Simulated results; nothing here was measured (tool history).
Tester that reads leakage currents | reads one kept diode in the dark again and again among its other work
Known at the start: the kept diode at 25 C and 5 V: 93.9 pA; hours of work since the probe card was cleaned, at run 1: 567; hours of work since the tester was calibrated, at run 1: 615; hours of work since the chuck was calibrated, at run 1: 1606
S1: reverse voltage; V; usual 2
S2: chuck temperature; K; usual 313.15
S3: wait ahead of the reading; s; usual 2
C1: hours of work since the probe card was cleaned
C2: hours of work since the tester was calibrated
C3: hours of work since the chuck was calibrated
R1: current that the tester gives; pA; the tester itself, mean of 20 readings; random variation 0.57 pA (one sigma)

run,hour,S1,S2,S3,C1,C2,C3,R1
1,0,2,313.15,2,567,615,1606,214.63
2,18.1,2,313.15,2,575,622,1613,215.02
3,46,2,313.15,2,586,633,1625,214.32
4,76.2,2,313.15,2,598,645,1637,214.42
5,97.6,2,313.15,2,607,654,1646,216.9
6,117.9,2,313.15,2,615,662,1654,216.46
7,135.9,2,313.15,2,622,670,1661,216.18
8,159.7,2,313.15,2,632,679,1671,215.8
9,195.7,2,313.15,2,647,694,1685,217.31
# hour 201.5: probe card cleaned and baked
10,238.5,2,313.15,2,15,710,1702,218.72
11,281.6,2,313.15,2,33,728,1719,218.31
12,311.4,2,313.15,2,45,740,1731,217.33
13,336.9,2,313.15,2,55,750,1742,217.12
14,373.9,2,313.15,2,70,765,1757,216.71
# hour 400.6: probe card cleaned and baked, once more
15,400.6,10.72,313.15,2,0,775,1766,569.85
16,431.1,6.41,313.15,2,12,787,1779,425.86
17,456.1,6.24,313.15,0.37,23,797,1789,421.84
18,475.7,2.11,326.15,0.81,30,805,1797,586.96
19,513,4.05,303.15,1.49,46,820,1812,146.9

Run 20 comes next. What will it give?
20,538,1.86,298.15,5.02,56,831,1822,?

{"run 20": {"R1": 61.44}}
Without the tool's hidden state the same run would have given R1 52.9 pA.
